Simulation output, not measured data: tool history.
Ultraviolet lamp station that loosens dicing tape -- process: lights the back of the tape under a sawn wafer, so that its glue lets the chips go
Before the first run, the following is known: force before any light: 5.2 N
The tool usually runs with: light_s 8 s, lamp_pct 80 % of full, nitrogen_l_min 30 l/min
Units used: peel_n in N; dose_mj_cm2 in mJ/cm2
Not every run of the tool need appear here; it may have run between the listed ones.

{"run": 1, "day": 0.0, "light_s": 8, "lamp_pct": 80, "nitrogen_l_min": 30, "peel_n": 0.447, "dose_mj_cm2": 374}
{"run": 2, "day": 1.321, "light_s": 8, "lamp_pct": 99, "nitrogen_l_min": 30, "peel_n": 0.32, "dose_mj_cm2": 462}
{"day": 1.825, "done": "window cleaned of glue's vapour"}
{"run": 3, "day": 2.667, "light_s": 5, "lamp_pct": 80, "nitrogen_l_min": 30, "peel_n": 1.09, "dose_mj_cm2": 217}
{"run": 4, "day": 3.812, "light_s": 8, "lamp_pct": 67, "nitrogen_l_min": 30, "peel_n": 0.745, "dose_mj_cm2": 288}
{"run": 5, "day": 4.721, "light_s": 8, "lamp_pct": 67, "nitrogen_l_min": 13, "peel_n": 1.194, "dose_mj_cm2": 287}
{"run": 6, "day": 5.45, "light_s": 8, "lamp_pct": 94, "nitrogen_l_min": 30, "peel_n": 0.441, "dose_mj_cm2": 392}
{"run": 7, "day": 6.858, "light_s": 11, "lamp_pct": 80, "nitrogen_l_min": 30, "peel_n": 0.331, "dose_mj_cm2": 448}
{"run": 8, "day": 8.292, "light_s": 5, "lamp_pct": 80, "nitrogen_l_min": 30, "peel_n": 1.219, "dose_mj_cm2": 201}
{"day": 9.567, "done": "window cleaned of glue's vapour, once more"}
{"run": 9, "day": 9.9, "light_s": 5, "lamp_pct": 80, "nitrogen_l_min": 30, "peel_n": 0.955, "dose_mj_cm2": 241}
{"run": 10, "day": 11.292, "light_s": 5, "lamp_pct": 80, "nitrogen_l_min": 30, "peel_n": 1.027, "dose_mj_cm2": 236}
{"run": 11, "day": 12.279, "light_s": 5, "lamp_pct": 80, "nitrogen_l_min": 30, "peel_n": 0.998, "dose_mj_cm2": 230}
{"run": 12, "day": 13.621, "light_s": 13, "lamp_pct": 80, "nitrogen_l_min": 30, "peel_n": 0.241, "dose_mj_cm2": 586}
{"run": 13, "day": 14.654, "light_s": 13, "lamp_pct": 80, "nitrogen_l_min": 30, "peel_n": 0.239, "dose_mj_cm2": 587}
{"run": 14, "day": 15.708, "light_s": 8, "lamp_pct": 79, "nitrogen_l_min": 30, "peel_n": 0.52, "dose_mj_cm2": 349}
{"run": 15, "day": 17.167, "light_s": 13, "lamp_pct": 80, "nitrogen_l_min": 28, "peel_n": 0.256, "dose_mj_cm2": 567}
{"run": 16, "day": 18.146, "light_s": 5, "lamp_pct": 68, "nitrogen_l_min": 54, "peel_n": 1.107, "dose_mj_cm2": 182}
{"run": 17, "day": 19.379, "light_s": 5, "lamp_pct": 68, "nitrogen_l_min": 54, "peel_n": 1.144, "dose_mj_cm2": 179}
{"run": 18, "day": 21.138, "light_s": 14, "lamp_pct": 69, "nitrogen_l_min": 15, "peel_n": 0.442, "dose_mj_cm2": 501}
{"run": 19, "day": 22.688, "light_s": 14, "lamp_pct": 76, "nitrogen_l_min": 15, "peel_n": 0.374, "dose_mj_cm2": 534}
{"run": 20, "day": 24.117, "light_s": 8, "lamp_pct": 61, "nitrogen_l_min": 30, "peel_n": 0.935, "dose_mj_cm2": 238}
{"run": 21, "day": 25.254, "light_s": 7, "lamp_pct": 84, "nitrogen_l_min": 28, "peel_n": 0.746, "dose_mj_cm2": 287}
{"run": 22, "day": 26.971, "light_s": 8, "lamp_pct": 80, "nitrogen_l_min": 10, "peel_n": 1.184, "dose_mj_cm2": 306}
{"run": 23, "day": 27.962, "light_s": 5, "lamp_pct": 65, "nitrogen_l_min": 30, "peel_n": 1.672, "dose_mj_cm2": 152}
{"run": 24, "day": 29.229, "light_s": 14, "lamp_pct": 80, "nitrogen_l_min": 26, "peel_n": 0.303, "dose_mj_cm2": 509}
{"run": 25, "day": 30.529, "light_s": 7, "lamp_pct": 97, "nitrogen_l_min": 21, "peel_n": 0.752, "dose_mj_cm2": 308}
{"run": 26, "day": 31.558, "light_s": 8, "lamp_pct": 100, "nitrogen_l_min": 30, "peel_n": 0.492, "dose_mj_cm2": 363}

Here are 4 independent what-if runs from the current tool condition. What would each one return?
{"run": "A", "day": 32.312, "light_s": 9, "lamp_pct": 85, "nitrogen_l_min": 54, "peel_n": "?", "dose_mj_cm2": "?"}
{"run": "B", "day": 32.312, "light_s": 7, "lamp_pct": 75, "nitrogen_l_min": 30, "peel_n": "?", "dose_mj_cm2": "?"}
{"run": "C", "day": 32.312, "light_s": 5, "lamp_pct": 63, "nitrogen_l_min": 11, "peel_n": "?", "dose_mj_cm2": "?"}
{"run": "D", "day": 32.312, "light_s": 7, "lamp_pct": 82, "nitrogen_l_min": 30, "peel_n": "?", "dose_mj_cm2": "?"}

run=A peel_n=0.428 dose_mj_cm2=334
run=B peel_n=1.027 dose_mj_cm2=234
run=C peel_n=2.52 dose_mj_cm2=141
run=D peel_n=0.903 dose_mj_cm2=250
With no hidden state in the tool, these same runs would have given:
run=A peel_n=0.245 dose_mj_cm2=507
run=B peel_n=0.526 dose_mj_cm2=354
run=C peel_n=1.763 dose_mj_cm2=213
run=D peel_n=0.455 dose_mj_cm2=380
